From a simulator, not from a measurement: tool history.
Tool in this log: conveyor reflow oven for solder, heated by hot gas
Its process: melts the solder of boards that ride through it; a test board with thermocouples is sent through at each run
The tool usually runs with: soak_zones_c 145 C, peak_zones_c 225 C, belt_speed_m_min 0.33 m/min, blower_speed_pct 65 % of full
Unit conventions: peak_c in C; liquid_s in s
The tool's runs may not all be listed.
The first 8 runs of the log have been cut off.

run	hour	soak_zones_c	peak_zones_c	belt_speed_m_min	blower_speed_pct	hours of work since the flux was cleaned out	hours of work since the belt drive was overhauled	hours of work since the thermocouples were changed	peak_c	liquid_s
9	219.4	145	225	0.33	65	133	883	855	210.1	80.7
10	241.1	145	225	0.33	65	148	898	870	210.7	79.8
11	269.8	145	225	0.33	65	168	918	890	210.3	80.5
# hour 277.9: flux residue cleaned out of gas plates and filters
12	297.9	145	225	0.33	65	14	934	906	210.9	80.4
13	326	145	225	0.313	65	33	953	925	211.8	87.1
14	365.8	145	225	0.33	74	61	981	953	212.1	83.9
15	396.2	133	225	0.33	65	82	1002	974	208.5	72
16	427.3	133	225	0.387	55	104	1024	996	200.7	45.1
17	449.4	158	239	0.33	65	119	1039	1011	224.7	102.3
18	484.1	145	222	0.369	58	143	1063	1035	203.2	57.3
19	514.2	139	215	0.369	50	164	1084	1056	193.1	33.6
# hour 527.2: flux residue cleaned out of gas plates and filters
20	537.4	152	238	0.369	50	7	1097	1069	215.5	78.2
21	561.1	145	225	0.397	74	24	1113	1085	208.3	62.4
22	583.9	145	225	0.397	74	39	1129	1101	208.1	61.5
23	623.7	158	220	0.33	74	67	1157	1129	209.1	89.1
24	661.4	158	220	0.395	74	93	1183	1155	205.8	67.2
25	683.7	158	220	0.395	74	109	1198	1170	205.4	67.4
26	711.8	131	233	0.348	65	128	1218	1190	212.3	69.9
27	729	131	233	0.348	65	140	1230	1202	212.9	70.5
# hour 763.3: belt drive overhauled, speed set with a stopwatch
28	771.2	145	225	0.33	83	167	5	1228	212.1	82.4
# hour 781.8: flux residue cleaned out of gas plates and filters
29	794	145	225	0.33	55	8	18	1241	207	72.9
30	824.1	134	231	0.379	72	29	39	1262	210.2	62.8

Below are 4 alternative next runs, each starting from the tool's condition after run 30. Predict each:
# hour 845.9: thermocouples of zones 6 and 7 changed
A	856.4	134	227	0.379	75	50	60	7	?	?
# hour 845.9: thermocouples of zones 6 and 7 changed
B	856.4	152	225	0.33	61	50	60	7	?	?
# hour 845.9: thermocouples of zones 6 and 7 changed
C	856.4	145	225	0.379	65	50	60	7	?	?
# hour 845.9: thermocouples of zones 6 and 7 changed
D	856.4	135	231	0.379	72	50	60	7	?	?

run	peak_c	liquid_s
A	210.7	64.3
B	213.1	86.4
C	208.8	65.6
D	214.5	67.1
Without the tool's unlogged condition, the same runs would have read:
run	peak_c	liquid_s
A	211.4	65.2
B	213.7	87
C	209.5	66.4
D	215.2	67.8
